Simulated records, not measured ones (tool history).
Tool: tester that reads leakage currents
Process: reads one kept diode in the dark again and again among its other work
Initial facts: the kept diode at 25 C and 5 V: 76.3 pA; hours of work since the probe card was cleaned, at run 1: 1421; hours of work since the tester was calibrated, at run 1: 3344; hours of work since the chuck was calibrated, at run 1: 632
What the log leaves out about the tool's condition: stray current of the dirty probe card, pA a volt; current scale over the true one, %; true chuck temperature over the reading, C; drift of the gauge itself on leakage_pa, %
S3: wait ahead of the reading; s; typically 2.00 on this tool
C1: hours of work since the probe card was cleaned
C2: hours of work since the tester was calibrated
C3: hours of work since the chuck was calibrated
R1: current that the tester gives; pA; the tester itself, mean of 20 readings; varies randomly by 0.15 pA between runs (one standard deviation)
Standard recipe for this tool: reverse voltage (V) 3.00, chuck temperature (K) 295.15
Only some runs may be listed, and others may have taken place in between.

Run 1, hour 0.0: usual settings; C1 1421; C2 3344; C3 632. Result: R1 51.56 pA.
Run 2, hour 172.1: usual settings; C1 1513; C2 3437; C3 724. Result: R1 51.69 pA.
Run 3, hour 259.0: usual settings; C1 1560; C2 3483; C3 771. Result: R1 51.70 pA.
Run 4, hour 396.6: usual settings; C1 1634; C2 3557; C3 845. Result: R1 52.17 pA.
Run 5, hour 510.4: usual settings but chuck temperature (K) 319.15; C1 1695; C2 3618; C3 906. Result: R1 344.79 pA.
Run 6, hour 652.9: usual settings; C1 1771; C2 3695; C3 982. Result: R1 52.83 pA.
Run 7, hour 859.5: usual settings; C1 1882; C2 3806; C3 1093. Result: R1 53.14 pA.
Run 8, hour 1002.5: usual settings but chuck temperature (K) 296.15; C1 1959; C2 3882; C3 1170. Result: R1 58.18 pA.
Run 9, hour 1151.4: usual settings but chuck temperature (K) 296.15; C1 2039; C2 3962; C3 1250. Result: R1 58.29 pA.
Run 10, hour 1344.7: usual settings but reverse voltage (V) 11.22; C1 2143; C2 4066; C3 1353. Result: R1 110.63 pA.
Run 11, hour 1471.9: usual settings but reverse voltage (V) 11.22; C1 2211; C2 4134; C3 1422. Result: R1 112.15 pA.
Run 12, hour 1593.8: usual settings; C1 2276; C2 4200; C3 1487. Result: R1 55.28 pA.
Run 13, hour 1681.7: usual settings; C1 2324; C2 4247; C3 1534. Result: R1 55.39 pA.
At hour 1825.2: chuck's temperature calibrated.
Run 14, hour 1867.6: usual settings; C1 2422; C2 4346; C3 23. Result: R1 50.72 pA.
Run 15, hour 2026.6: usual settings; C1 2508; C2 4431; C3 108. Result: R1 50.91 pA.
Run 16, hour 2225.9: usual settings; C1 2615; C2 4538; C3 215. Result: R1 51.52 pA.
Run 17, hour 2368.8: usual settings; C1 2691; C2 4615; C3 292. Result: R1 51.96 pA.
Run 18, hour 2549.7: usual settings; C1 2788; C2 4712; C3 389. Result: R1 52.32 pA.
Run 19, hour 2708.9: usual settings; C1 2874; C2 4797; C3 474. Result: R1 52.52 pA.
Run 20, hour 2852.2: usual settings; C1 2951; C2 4874; C3 551. Result: R1 53.05 pA.
Run 21, hour 3037.4: usual settings but chuck temperature (K) 293.15; C1 3050; C2 4974; C3 651. Result: R1 45.90 pA.
Run 22, hour 3157.7: usual settings but S3 2.02 s; C1 3115; C2 5038; C3 715. Result: R1 53.70 pA.
Run 23, hour 3304.8: usual settings but reverse voltage (V) 17.81; C1 3194; C2 5117; C3 794. Result: R1 148.99 pA.
Run 24, hour 3403.0: usual settings but reverse voltage (V) 16.95, S3 8.88 s; C1 3246; C2 5170; C3 847. Result: R1 144.81 pA.
Run 25, hour 3499.0: usual settings but reverse voltage (V) 15.19, chuck temperature (K) 303.15; C1 3298; C2 5222; C3 899. Result: R1 241.53 pA.
Run 26, hour 3647.1: usual settings but reverse voltage (V) 15.19, chuck temperature (K) 303.15, S3 4.40 s; C1 3377; C2 5301; C3 978. Result: R1 241.05 pA.
Run 27, hour 3734.5: usual settings but reverse voltage (V) 6.00, chuck temperature (K) 307.15, S3 0.44 s; C1 3424; C2 5348; C3 1025. Result: R1 202.02 pA.
Run 28, hour 3869.8: usual settings but chuck temperature (K) 298.15, S3 0.47 s; C1 3497; C2 5421; C3 1098. Result: R1 71.14 pA.
Run 29, hour 4006.8: usual settings but chuck temperature (K) 329.15, S3 2.95 s; C1 3571; C2 5494; C3 1171. Result: R1 707.95 pA.
Run 30, hour 4135.3: usual settings but reverse voltage (V) 13.72, chuck temperature (K) 296.15, S3 1.33 s; C1 3640; C2 5563; C3 1240. Result: R1 143.37 pA.
Run 31, hour 4264.5: usual settings but reverse voltage (V) 13.72, chuck temperature (K) 296.15, S3 1.33 s; C1 3709; C2 5632; C3 1309. Result: R1 144.71 pA.
At hour 4359.2: tester calibrated.
At hour 4377.0: probe card cleaned and baked.
Run 32, hour 4451.6: usual settings but reverse voltage (V) 1.15, chuck temperature (K) 322.15, S3 1.04 s; C1 40; C2 48; C3 1407. Result: R1 264.53 pA.
Run 33, hour 4650.0: usual settings but reverse voltage (V) 12.01, chuck temperature (K) 296.15, S3 4.12 s; C1 147; C2 154; C3 1514. Result: R1 106.90 pA.
Run 34, hour 4793.5: usual settings but reverse voltage (V) 12.01, chuck temperature (K) 296.15, S3 4.12 s; C1 224; C2 232; C3 1591. Result: R1 107.57 pA.
At hour 4833.2: chuck's temperature calibrated.
Run 35, hour 4964.6: usual settings but reverse voltage (V) 12.01, chuck temperature (K) 296.15, S3 4.12 s; C1 314; C2 322; C3 71. Result: R1 101.27 pA.
Run 36, hour 5161.2: usual settings but reverse voltage (V) 12.01, chuck temperature (K) 310.15, S3 5.47 s; C1 420; C2 428; C3 176. Result: R1 320.43 pA.
Run 37, hour 5291.5: usual settings but reverse voltage (V) 14.31, chuck temperature (K) 296.15, S3 4.14 s; C1 490; C2 498; C3 246. Result: R1 112.21 pA.
Run 38, hour 5451.7: usual settings but reverse voltage (V) 14.31, chuck temperature (K) 296.15, S3 4.14 s; C1 576; C2 584; C3 332. Result: R1 113.52 pA.
Run 39, hour 5631.6: usual settings but reverse voltage (V) 14.31, chuck temperature (K) 296.15, S3 4.14 s; C1 672; C2 680; C3 429. Result: R1 115.25 pA.

4 options for the next run, each taken on its own from the tool as it stands now. Forecast them:
Run A, hour 5740.6: usual settings but reverse voltage (V) 1.45, chuck temperature (K) 325.15, S3 0.35 s; C1 731; C2 739; C3 487. Result: R1 ?.
Run B, hour 5740.6: usual settings but reverse voltage (V) 1.26, chuck temperature (K) 301.15, S3 4.14 s; C1 731; C2 739; C3 487. Result: R1 ?.
Run C, hour 5740.6: usual settings but reverse voltage (V) 14.31, chuck temperature (K) 296.15, S3 4.34 s; C1 731; C2 739; C3 487. Result: R1 ?.
Run D, hour 5740.6: usual settings but reverse voltage (V) 14.31, chuck temperature (K) 296.15, S3 1.14 s; C1 731; C2 739; C3 487. Result: R1 ?.

run      R1
  A  356.79
  B   51.74
  C  116.09
  D  117.00
With the hidden condition removed and each run's random variation left untouched, the same runs would have given:
run      R1
  A  349.63
  B   50.15
  C  107.97
  D  108.92

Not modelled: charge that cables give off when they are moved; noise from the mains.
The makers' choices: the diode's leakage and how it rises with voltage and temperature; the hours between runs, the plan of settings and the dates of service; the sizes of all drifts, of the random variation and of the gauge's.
